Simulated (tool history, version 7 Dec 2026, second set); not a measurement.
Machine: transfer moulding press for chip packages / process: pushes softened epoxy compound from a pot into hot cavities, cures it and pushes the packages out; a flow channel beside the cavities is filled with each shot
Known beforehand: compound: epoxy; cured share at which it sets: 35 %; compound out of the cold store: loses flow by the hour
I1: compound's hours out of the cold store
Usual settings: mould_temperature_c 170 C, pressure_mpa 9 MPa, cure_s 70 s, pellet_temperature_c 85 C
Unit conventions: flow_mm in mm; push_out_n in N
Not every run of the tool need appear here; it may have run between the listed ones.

Run 1, hour 0: usual settings; I1 39.7. Result: flow_mm 830 mm, push_out_n 290 N.
Run 2, hour 22.1: usual settings but cure_s 65 s; I1 18.8. Result: flow_mm 916 mm, push_out_n 430 N.
Run 3, hour 45.7: usual settings but cure_s 65 s; I1 22.4. Result: flow_mm 886 mm, push_out_n 482 N.
At hour 59.6: cavities cleaned with cleaning compound and waxed.
Run 4, hour 83.1: usual settings but cure_s 65 s; I1 45.8. Result: flow_mm 802 mm, push_out_n 420 N.
At hour 112.7: plunger's sealing rings changed.
At hour 122.5: cavities cleaned with cleaning compound and waxed.
Run 5, hour 125.6: usual settings but cure_s 65 s; I1 47.5. Result: flow_mm 822 mm, push_out_n 340 N.
Run 6, hour 150.4: usual settings but cure_s 65 s; I1 30.4. Result: flow_mm 875 mm, push_out_n 431 N.
At hour 182: cavities cleaned with cleaning compound and waxed.
Run 7, hour 194.1: usual settings but cure_s 65 s; I1 41.7. Result: flow_mm 833 mm, push_out_n 403 N.
Run 8, hour 229.4: usual settings but mould_temperature_c 165 C, pellet_temperature_c 84 C; I1 10.5. Result: flow_mm 957 mm, push_out_n 634 N.
At hour 242.3: cavities cleaned with cleaning compound and waxed.
Run 9, hour 259.3: usual settings but mould_temperature_c 168 C, pressure_mpa 10.4 MPa; I1 16.9. Result: flow_mm 998 mm, push_out_n 411 N.
Run 10, hour 289.9: usual settings but mould_temperature_c 168 C, pressure_mpa 10.4 MPa; I1 35.8. Result: flow_mm 921 mm, push_out_n 461 N.
At hour 302.7: cavities cleaned with cleaning compound and waxed.
Run 11, hour 331.4: usual settings but pressure_mpa 8.3 MPa; I1 25.6. Result: flow_mm 843 mm, push_out_n 411 N.
Run 12, hour 359.3: usual settings but pressure_mpa 8.58 MPa, cure_s 83 s, pellet_temperature_c 86 C; I1 44.6. Result: flow_mm 791 mm, push_out_n 349 N.
At hour 363.3: cavities cleaned with cleaning compound and waxed.
Run 13, hour 387.5: usual settings but pressure_mpa 8.58 MPa, cure_s 83 s, pellet_temperature_c 86 C; I1 20.6. Result: flow_mm 871 mm, push_out_n 321 N.
At hour 407.9: plunger's sealing rings changed.
Run 14, hour 423.2: usual settings but pressure_mpa 8.58 MPa, cure_s 83 s, pellet_temperature_c 86 C; I1 41.1. Result: flow_mm 824 mm, push_out_n 346 N.

Consider 5 possible next runs. They are alternatives, not a sequence: every one starts from the tool as it was left by run 14. What does each give?
At hour 427.2: cavities cleaned with cleaning compound and waxed.
Run A, hour 468.3: usual settings but pressure_mpa 9.83 MPa; I1 31.2. Result: flow_mm ?, push_out_n ?.
At hour 427.2: cavities cleaned with cleaning compound and waxed.
Run B, hour 468.3: usual settings but mould_temperature_c 178 C; I1 37.7. Result: flow_mm ?, push_out_n ?.
At hour 427.2: cavities cleaned with cleaning compound and waxed.
Run C, hour 468.3: usual settings but cure_s 63 s; I1 15. Result: flow_mm ?, push_out_n ?.
At hour 427.2: cavities cleaned with cleaning compound and waxed.
Run D, hour 468.3: usual settings but cure_s 106 s; I1 19.9. Result: flow_mm ?, push_out_n ?.
At hour 427.2: cavities cleaned with cleaning compound and waxed.
Run E, hour 468.3: usual settings but pressure_mpa 9.56 MPa, cure_s 60 s, pellet_temperature_c 81 C; I1 33.8. Result: flow_mm ?, push_out_n ?.

run  flow_mm  push_out_n
  A      919         407
  B      844         321
  C      947         548
  D      922         306
  E      892         586
Take away the tool's hidden state, keep each run's random variation, and the runs would have read:
run  flow_mm  push_out_n
  A      925         284
  B      850         232
  C      953         379
  D      929         222
  E      898         408
